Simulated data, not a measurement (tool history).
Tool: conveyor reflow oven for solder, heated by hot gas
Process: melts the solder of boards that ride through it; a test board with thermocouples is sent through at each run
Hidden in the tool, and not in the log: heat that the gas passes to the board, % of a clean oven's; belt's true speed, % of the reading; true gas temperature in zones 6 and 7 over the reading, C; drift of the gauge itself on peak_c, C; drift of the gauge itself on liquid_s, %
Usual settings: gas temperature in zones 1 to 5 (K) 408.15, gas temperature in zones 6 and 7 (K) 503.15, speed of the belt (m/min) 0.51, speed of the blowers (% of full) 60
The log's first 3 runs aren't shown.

run   hour  gas temperature in zones 1 to 5 (K)  gas temperature in zones 6 and 7 (K)  speed of the belt (m/min)  speed of the blowers (% of full)  hours of work since the flux was cleaned out  hours of work since the belt drive was overhauled  hours of work since the thermocouples were changed  highest temperature of the board (K)  time above the solder's melting point (s)
  4     51                               417.15                                503.15                       0.51                                60                                           135                                                808                                                 463                                478.25                                       57.2
  5   71.7                               417.15                                503.15                       0.51                                60                                           150                                                823                                                 478                                478.15                                       56.7
  6   99.1                               408.15                                503.15                       0.51                                60                                           170                                                843                                                 498                                475.45                                       48.2
  7  127.7                               408.15                                503.15                       0.51                                60                                           191                                                864                                                 519                                474.75                                       48.6
     147.9  -- flux residue cleaned out of gas plates and filters
  8  155.1                               408.15                                503.15                       0.51                                60                                             5                                                880                                                 535                                477.05                                       51.4
  9  172.1                               408.15                                503.15                       0.51                                60                                            18                                                893                                                 547                                476.35                                       51.2
 10  194.9                               408.15                                503.15                       0.51                                60                                            34                                                909                                                 564                                476.95                                       51.2
 11    224                               408.15                                503.15                       0.51                                60                                            55                                                930                                                 585                                476.95                                       51.4
 12  243.2                               395.15                                503.15                       0.51                                60                                            69                                                944                                                 599                                472.75                                       40.4
 13  256.5                               395.15                                503.15                       0.51                                60                                            79                                                954                                                 609                                473.55                                       40.6
       270  -- belt drive overhauled, speed set with a stopwatch
 14  278.8                               395.15                                503.15                       0.51                                60                                            92                                                  6                                                 622                                472.55                                       36.5
 15  307.6                               395.15                                503.15                       0.51                                60                                           113                                                 27                                                 643                                471.25                                       37.4
 16  324.8                               408.15                                515.15                      0.453                                84                                           126                                                 40                                                 655                                495.15                                         82

Forecast run 17:
 17  344.5                               408.15                                503.15                       0.51                                64                                           140                                                 54                                                 670                                     ?                                          ?

highest temperature of the board (K): 476.35
time above the solder's melting point (s): 48.6
Without the tool's hidden state the same run would have given highest temperature of the board (K) 479.55, time above the solder's melting point (s) 53.5.

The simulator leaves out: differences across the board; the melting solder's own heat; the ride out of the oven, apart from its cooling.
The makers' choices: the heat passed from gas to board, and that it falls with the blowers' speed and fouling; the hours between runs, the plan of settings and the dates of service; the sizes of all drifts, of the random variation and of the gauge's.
